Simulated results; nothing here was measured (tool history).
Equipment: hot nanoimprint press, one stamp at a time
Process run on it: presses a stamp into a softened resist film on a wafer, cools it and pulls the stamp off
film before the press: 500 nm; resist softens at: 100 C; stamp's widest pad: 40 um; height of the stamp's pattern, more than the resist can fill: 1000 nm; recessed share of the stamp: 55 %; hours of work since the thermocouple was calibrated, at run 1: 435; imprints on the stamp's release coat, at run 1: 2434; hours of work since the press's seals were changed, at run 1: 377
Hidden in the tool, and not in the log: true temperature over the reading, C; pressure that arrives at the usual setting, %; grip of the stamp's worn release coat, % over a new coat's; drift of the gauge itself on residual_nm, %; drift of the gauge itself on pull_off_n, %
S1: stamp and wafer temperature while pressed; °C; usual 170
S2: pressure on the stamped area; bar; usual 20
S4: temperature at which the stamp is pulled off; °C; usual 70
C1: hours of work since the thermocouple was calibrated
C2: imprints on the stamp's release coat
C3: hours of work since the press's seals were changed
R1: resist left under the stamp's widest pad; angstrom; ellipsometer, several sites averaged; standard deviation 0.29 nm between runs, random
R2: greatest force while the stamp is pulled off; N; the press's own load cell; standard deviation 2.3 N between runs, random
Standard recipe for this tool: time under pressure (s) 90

run 1 hour=0 | S1=170 S2=20 time_under_pressure_(s)=90 S4=70 | C1=435 C2=2434 C3=377 | R1=2023 R2=153
-- hour=11 stamp cleaned and given a new release coat
-- hour=27.8 plate thermocouple calibrated
run 2 hour=85.1 | S1=170 S2=20 time_under_pressure_(s)=90 S4=70 | C1=43 C2=421 C3=434 | R1=2099 R2=124
run 3 hour=150.7 | S1=170 S2=20 time_under_pressure_(s)=90 S4=70 | C1=93 C2=810 C3=484 | R1=2088 R2=127
run 4 hour=222.5 | S1=170 S2=20 time_under_pressure_(s)=90 S4=70 | C1=147 C2=1236 C3=538 | R1=2088 R2=134
run 5 hour=258.2 | S1=170 S2=13 time_under_pressure_(s)=90 S4=70 | C1=173 C2=1447 C3=565 | R1=2454 R2=140
run 6 hour=318.8 | S1=170 S2=13 time_under_pressure_(s)=90 S4=70 | C1=219 C2=1807 C3=610 | R1=2453 R2=146
run 7 hour=380.2 | S1=170 S2=13 time_under_pressure_(s)=90 S4=70 | C1=265 C2=2171 C3=657 | R1=2448 R2=148
-- hour=432.1 stamp cleaned and given a new release coat
run 8 hour=453.1 | S1=172 S2=20 time_under_pressure_(s)=90 S4=70 | C1=316 C2=125 C3=707 | R1=1946 R2=112
run 9 hour=487.7 | S1=172 S2=30.4 time_under_pressure_(s)=90 S4=70 | C1=342 C2=330 C3=733 | R1=1636 R2=114
run 10 hour=521 | S1=170 S2=20 time_under_pressure_(s)=90 S4=70 | C1=367 C2=527 C3=758 | R1=2059 R2=119
run 11 hour=561.5 | S1=170 S2=20 time_under_pressure_(s)=90 S4=70 | C1=397 C2=767 C3=789 | R1=2060 R2=118
run 12 hour=612.2 | S1=170 S2=20 time_under_pressure_(s)=90 S4=70 | C1=436 C2=1068 C3=827 | R1=2050 R2=125
-- hour=633 plate thermocouple calibrated
run 13 hour=687.2 | S1=170 S2=20 time_under_pressure_(s)=90 S4=70 | C1=41 C2=1495 C3=881 | R1=2150 R2=144
run 14 hour=724.4 | S1=170 S2=20 time_under_pressure_(s)=90 S4=77 | C1=69 C2=1715 C3=909 | R1=2158 R2=115
-- hour=766.5 press's hydraulic seals changed and the load cell set to zero
run 15 hour=807.8 | S1=170 S2=20 time_under_pressure_(s)=90 S4=77 | C1=126 C2=2163 C3=31 | R1=2070 R2=123
-- hour=862 stamp cleaned and given a new release coat
run 16 hour=889.6 | S1=160 S2=14.8 time_under_pressure_(s)=152 S4=65 | C1=183 C2=164 C3=88 | R1=2595 R2=134
run 17 hour=945.4 | S1=170 S2=21.8 time_under_pressure_(s)=90 S4=70 | C1=225 C2=495 C3=130 | R1=1990 R2=119
run 18 hour=1003.1 | S1=163 S2=16.8 time_under_pressure_(s)=90 S4=70 | C1=268 C2=837 C3=174 | R1=2715 R2=127
run 19 hour=1075.4 | S1=163 S2=16.8 time_under_pressure_(s)=90 S4=70 | C1=323 C2=1266 C3=228 | R1=2702 R2=134
run 20 hour=1119.6 | S1=163 S2=16.8 time_under_pressure_(s)=90 S4=70 | C1=356 C2=1528 C3=261 | R1=2697 R2=139

Forecast run 21:
run 21 hour=1167.4 | S1=170 S2=23 time_under_pressure_(s)=79 S4=62 | C1=392 C2=1811 C3=297 | R1=? R2=?

Run 21 produced R1 2037 angstrom, R2 177 N.
Had the tool carried no hidden state, the very same run would have given R1 2077 angstrom, R2 141 N.
